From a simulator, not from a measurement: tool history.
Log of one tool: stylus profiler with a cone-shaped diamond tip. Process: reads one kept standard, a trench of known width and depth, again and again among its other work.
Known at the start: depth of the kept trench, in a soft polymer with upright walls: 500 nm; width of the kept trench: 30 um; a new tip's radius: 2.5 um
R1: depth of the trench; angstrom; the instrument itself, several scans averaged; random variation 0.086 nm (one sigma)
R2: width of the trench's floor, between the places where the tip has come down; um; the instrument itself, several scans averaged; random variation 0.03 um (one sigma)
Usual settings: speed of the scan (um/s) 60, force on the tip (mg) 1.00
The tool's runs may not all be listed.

run 1 hour=0.0 | speed_of_the_scan_(um/s)=60 force_on_the_tip_(mg)=1.00 | R1=5044.1 R2=26.03
run 2 hour=41.7 | speed_of_the_scan_(um/s)=60 force_on_the_tip_(mg)=1.00 | R1=5044.1 R2=26.06
run 3 hour=84.0 | speed_of_the_scan_(um/s)=60 force_on_the_tip_(mg)=1.00 | R1=5043.7 R2=26.01
run 4 hour=143.8 | speed_of_the_scan_(um/s)=60 force_on_the_tip_(mg)=1.00 | R1=5044.8 R2=26.03
run 5 hour=188.7 | speed_of_the_scan_(um/s)=110 force_on_the_tip_(mg)=1.00 | R1=5044.8 R2=25.68
run 6 hour=216.5 | speed_of_the_scan_(um/s)=110 force_on_the_tip_(mg)=1.00 | R1=5042.4 R2=25.64
run 7 hour=256.8 | speed_of_the_scan_(um/s)=110 force_on_the_tip_(mg)=1.00 | R1=5043.7 R2=25.61
run 8 hour=286.0 | speed_of_the_scan_(um/s)=110 force_on_the_tip_(mg)=1.00 | R1=5045.1 R2=25.64
run 9 hour=313.0 | speed_of_the_scan_(um/s)=141 force_on_the_tip_(mg)=1.02 | R1=5045.5 R2=25.46
run 10 hour=340.2 | speed_of_the_scan_(um/s)=79 force_on_the_tip_(mg)=0.87 | R1=5041.4 R2=25.82
run 11 hour=394.7 | speed_of_the_scan_(um/s)=86 force_on_the_tip_(mg)=1.07 | R1=5045.8 R2=25.80
run 12 hour=442.0 | speed_of_the_scan_(um/s)=62 force_on_the_tip_(mg)=0.37 | R1=5027.8 R2=25.64
run 13 hour=482.6 | speed_of_the_scan_(um/s)=62 force_on_the_tip_(mg)=0.37 | R1=5024.9 R2=25.66
run 14 hour=523.9 | speed_of_the_scan_(um/s)=39 force_on_the_tip_(mg)=0.37 | R1=5027.2 R2=25.92

5 ways to go on from here, each from the tool as it stands after run 14. What would each give?
run A hour=558.5 | speed_of_the_scan_(um/s)=130 force_on_the_tip_(mg)=1.73 | R1=? R2=?
run B hour=558.5 | speed_of_the_scan_(um/s)=71 force_on_the_tip_(mg)=2.31 | R1=? R2=?
run C hour=558.5 | speed_of_the_scan_(um/s)=39 force_on_the_tip_(mg)=0.65 | R1=? R2=?
run D hour=558.5 | speed_of_the_scan_(um/s)=23 force_on_the_tip_(mg)=0.40 | R1=? R2=?
run E hour=558.5 | speed_of_the_scan_(um/s)=164 force_on_the_tip_(mg)=0.37 | R1=? R2=?

run=A R1=5063.3 R2=25.66
run=B R1=5075.4 R2=26.02
run=C R1=5036.5 R2=25.97
run=D R1=5026.7 R2=26.05
run=E R1=5026.0 R2=24.61
Without the tool's hidden state the same runs would have given:
run=A R1=5056.3 R2=26.38
run=B R1=5068.4 R2=26.74
run=C R1=5029.5 R2=26.69
run=D R1=5019.8 R2=26.77
run=E R1=5019.1 R2=25.33
